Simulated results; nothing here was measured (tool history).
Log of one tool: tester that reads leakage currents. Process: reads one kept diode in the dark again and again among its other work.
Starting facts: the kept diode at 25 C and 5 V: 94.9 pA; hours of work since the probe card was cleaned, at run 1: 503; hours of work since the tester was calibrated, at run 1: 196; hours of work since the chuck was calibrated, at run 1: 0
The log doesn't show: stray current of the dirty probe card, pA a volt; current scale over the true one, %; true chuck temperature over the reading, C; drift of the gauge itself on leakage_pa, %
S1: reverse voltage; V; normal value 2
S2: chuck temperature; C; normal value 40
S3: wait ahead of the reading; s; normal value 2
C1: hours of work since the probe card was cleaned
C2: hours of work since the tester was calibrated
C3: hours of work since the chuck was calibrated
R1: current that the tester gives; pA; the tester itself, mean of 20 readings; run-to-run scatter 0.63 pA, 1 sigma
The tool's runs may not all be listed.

Run 1, hour 0: usual settings; C1 503; C2 196; C3 0. Result: R1 209.86 pA.
Run 2, hour 217.5: usual settings; C1 676; C2 369; C3 173. Result: R1 205.31 pA.
Run 3, hour 415.5: usual settings; C1 834; C2 526; C3 331. Result: R1 202.42 pA.
Run 4, hour 678.8: usual settings but S3 0.42 s; C1 1043; C2 736; C3 541. Result: R1 198.58 pA.
Run 5, hour 932.2: usual settings but S3 0.42 s; C1 1245; C2 938; C3 742. Result: R1 194.73 pA.
Run 6, hour 1209.4: usual settings but S3 0.42 s; C1 1466; C2 1159; C3 963. Result: R1 190.17 pA.
Run 7, hour 1445.1: usual settings but S3 0.42 s; C1 1654; C2 1346; C3 1151. Result: R1 185.45 pA.
At hour 1575.4: chuck's temperature calibrated.
Run 8, hour 1592.9: usual settings but S3 0.42 s; C1 1770; C2 1463; C3 14. Result: R1 208.98 pA.
Run 9, hour 1871: usual settings but S1 1.55 V; C1 1991; C2 1684; C3 235. Result: R1 186.25 pA.
Run 10, hour 2037.3: usual settings but S1 2.5 V, S3 1.52 s; C1 2124; C2 1817; C3 368. Result: R1 217.22 pA.
Run 11, hour 2210.6: usual settings but S2 44 C; C1 2262; C2 1955; C3 506. Result: R1 259.1 pA.
Run 12, hour 2348.9: usual settings but S2 44 C; C1 2372; C2 2065; C3 616. Result: R1 256.71 pA.
Run 13, hour 2470.7: usual settings but S1 19.77 V, S2 24 C, S3 2.41 s; C1 2469; C2 2162; C3 713. Result: R1 156.58 pA.
Run 14, hour 2701.5: usual settings but S1 9.01 V, S2 20 C, S3 0.3 s; C1 2653; C2 2345; C3 897. Result: R1 92.01 pA.
Run 15, hour 2825.1: usual settings but S2 29 C, S3 1.12 s; C1 2751; C2 2444; C3 995. Result: R1 87.21 pA.
Run 16, hour 2957.3: usual settings but S2 29 C, S3 1.12 s; C1 2856; C2 2549; C3 1101. Result: R1 85.77 pA.

For each entry between runs, how does the tool's hidden state at the last listed run before it compare with that at the first listed run after it?
After run 7, before run 8: chuck's temperature calibrated (hour 1575.4)
  stray current of the dirty probe card, pA a volt: 0.967 -> 1.029; current scale over the true one, %: 0.34 -> 0.37; true chuck temperature over the reading, C: -1.93 -> -0.21
  difference, measured minus the result without the unlogged condition, R1: -23.59 -> -0.14 pA

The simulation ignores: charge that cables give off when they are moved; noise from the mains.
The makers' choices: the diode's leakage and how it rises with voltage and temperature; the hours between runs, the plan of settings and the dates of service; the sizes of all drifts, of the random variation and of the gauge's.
